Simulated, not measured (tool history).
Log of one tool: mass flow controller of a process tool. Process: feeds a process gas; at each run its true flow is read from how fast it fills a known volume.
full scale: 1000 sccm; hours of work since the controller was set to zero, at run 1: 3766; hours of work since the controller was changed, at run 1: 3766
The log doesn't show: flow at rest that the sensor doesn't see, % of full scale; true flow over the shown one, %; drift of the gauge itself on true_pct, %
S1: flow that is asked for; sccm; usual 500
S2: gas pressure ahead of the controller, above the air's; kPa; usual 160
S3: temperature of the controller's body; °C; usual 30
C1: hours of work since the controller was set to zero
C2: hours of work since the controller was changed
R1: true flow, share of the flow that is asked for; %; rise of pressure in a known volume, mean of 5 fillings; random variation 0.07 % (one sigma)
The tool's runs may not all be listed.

Run 1, day 0.000: usual settings; C1 3766; C2 3766. Result: R1 98.60 %.
Run 2, day 2.312: usual settings; C1 3787; C2 3787. Result: R1 98.62 %.
Run 3, day 5.042: usual settings but S1 465 sccm; C1 3811; C2 3811. Result: R1 98.45 %.
Run 4, day 9.012: usual settings; C1 3847; C2 3847. Result: R1 98.63 %.
Run 5, day 12.775: usual settings but S1 232 sccm; C1 3881; C2 3881. Result: R1 97.91 %.
Run 6, day 15.046: usual settings but S1 232 sccm; C1 3901; C2 3901. Result: R1 97.84 %.
Run 7, day 16.950: usual settings but S1 412 sccm; C1 3918; C2 3918. Result: R1 98.48 %.
Run 8, day 21.075: usual settings but S1 412 sccm; C1 3955; C2 3955. Result: R1 98.30 %.
Run 9, day 24.404: usual settings but S2 225 kPa; C1 3985; C2 3985. Result: R1 98.36 %.
Run 10, day 26.525: usual settings but S1 527 sccm, S2 225 kPa; C1 4004; C2 4004. Result: R1 98.59 %.
Run 11, day 28.258: usual settings but S1 117 sccm, S2 214 kPa, S3 23 °C; C1 4019; C2 4019. Result: R1 97.69 %.
Run 12, day 30.496: usual settings but S1 117 sccm, S2 214 kPa, S3 23 °C; C1 4039; C2 4039. Result: R1 97.67 %.
Run 13, day 34.454: usual settings but S1 863 sccm, S2 165 kPa, S3 33 °C; C1 4075; C2 4075. Result: R1 99.48 %.
Run 14, day 37.029: usual settings but S1 536 sccm, S2 258 kPa, S3 37 °C; C1 4098; C2 4098. Result: R1 98.19 %.
Run 15, day 39.767: usual settings but S1 182 sccm; C1 4123; C2 4123. Result: R1 97.74 %.
Run 16, day 43.988: usual settings but S1 483 sccm, S2 141 kPa, S3 26 °C; C1 4160; C2 4160. Result: R1 98.81 %.

Forecast each of these 5 alternatives for the next run:
Run A, day 47.446: usual settings but S1 239 sccm, S3 35 °C; C1 4191; C2 4191. Result: R1 ?.
Run B, day 47.446: usual settings but S1 552 sccm, S2 246 kPa, S3 26 °C; C1 4191; C2 4191. Result: R1 ?.
Run C, day 47.446: usual settings but S1 358 sccm, S2 181 kPa; C1 4191; C2 4191. Result: R1 ?.
Run D, day 47.446: usual settings but S1 201 sccm, S2 151 kPa, S3 21 °C; C1 4191; C2 4191. Result: R1 ?.
Run E, day 47.446: usual settings but S1 130 sccm, S2 161 kPa, S3 24 °C; C1 4191; C2 4191. Result: R1 ?.

run     R1
  A  97.83
  B  98.73
  C  98.29
  D  98.14
  E  97.96
Without the tool's hidden state the same runs would have given:
run     R1
  A  97.83
  B  98.73
  C  98.28
  D  98.13
  E  97.95
